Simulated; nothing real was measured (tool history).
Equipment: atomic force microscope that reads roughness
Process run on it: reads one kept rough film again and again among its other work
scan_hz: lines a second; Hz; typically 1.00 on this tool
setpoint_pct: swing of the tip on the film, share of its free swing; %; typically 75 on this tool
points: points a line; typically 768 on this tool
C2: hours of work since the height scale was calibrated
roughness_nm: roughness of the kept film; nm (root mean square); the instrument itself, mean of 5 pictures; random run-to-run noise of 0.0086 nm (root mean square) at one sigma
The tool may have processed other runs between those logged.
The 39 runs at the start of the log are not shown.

Run 40, day 33.458: usual settings but scan_hz 2.03 Hz, setpoint_pct 82 %, points 967; pictures with this tip 113; C2 1187. Result: roughness_nm 1.629 nm (root mean square).
At day 34.383: new tip fitted.
Run 41, day 34.383: usual settings but scan_hz 2.03 Hz, setpoint_pct 82 %, points 967; pictures with this tip 0; C2 1201. Result: roughness_nm 1.769 nm (root mean square).
Run 42, day 35.292: usual settings but points 442; pictures with this tip 28; C2 1215. Result: roughness_nm 1.811 nm (root mean square).
Run 43, day 36.508: usual settings but scan_hz 1.85 Hz, setpoint_pct 72 %, points 442; pictures with this tip 64; C2 1233. Result: roughness_nm 1.752 nm (root mean square).
Run 44, day 37.667: usual settings but scan_hz 1.38 Hz, setpoint_pct 57 %, points 382; pictures with this tip 99; C2 1251. Result: roughness_nm 1.766 nm (root mean square).
Run 45, day 38.688: usual settings but scan_hz 2.11 Hz, setpoint_pct 55 %, points 373; pictures with this tip 130; C2 1266. Result: roughness_nm 1.727 nm (root mean square).
At day 39.108: new tip fitted.
Run 46, day 39.771: usual settings but scan_hz 2.11 Hz, setpoint_pct 55 %, points 373; pictures with this tip 20; C2 1283. Result: roughness_nm 1.846 nm (root mean square).
Run 47, day 40.617: usual settings but scan_hz 0.52 Hz, setpoint_pct 55 %, points 298; pictures with this tip 45; C2 1295. Result: roughness_nm 1.831 nm (root mean square).

Predict each of these 5 candidate next runs independently; none follows another, all start after run 47:
Run A, day 41.579: usual settings but scan_hz 1.50 Hz, setpoint_pct 69 %, points 298; pictures with this tip 74; C2 1310. Result: roughness_nm ?.
Run B, day 41.579: usual settings but scan_hz 0.84 Hz, setpoint_pct 55 %, points 417; pictures with this tip 74; C2 1310. Result: roughness_nm ?.
Run C, day 41.579: usual settings but scan_hz 1.71 Hz, setpoint_pct 70 %, points 647; pictures with this tip 74; C2 1310. Result: roughness_nm ?.
Run D, day 41.579: usual settings but scan_hz 0.52 Hz, setpoint_pct 55 %, points 924; pictures with this tip 74; C2 1310. Result: roughness_nm ?.
Run E, day 41.579: usual settings but scan_hz 0.52 Hz, setpoint_pct 55 %, points 263; pictures with this tip 74; C2 1310. Result: roughness_nm ?.

run  roughness_nm
  A         1.755
  B         1.807
  C         1.743
  D         1.833
  E         1.797
Without the tool's hidden state the same runs would have given:
run  roughness_nm
  A         1.879
  B         1.934
  C         1.867
  D         1.962
  E         1.924

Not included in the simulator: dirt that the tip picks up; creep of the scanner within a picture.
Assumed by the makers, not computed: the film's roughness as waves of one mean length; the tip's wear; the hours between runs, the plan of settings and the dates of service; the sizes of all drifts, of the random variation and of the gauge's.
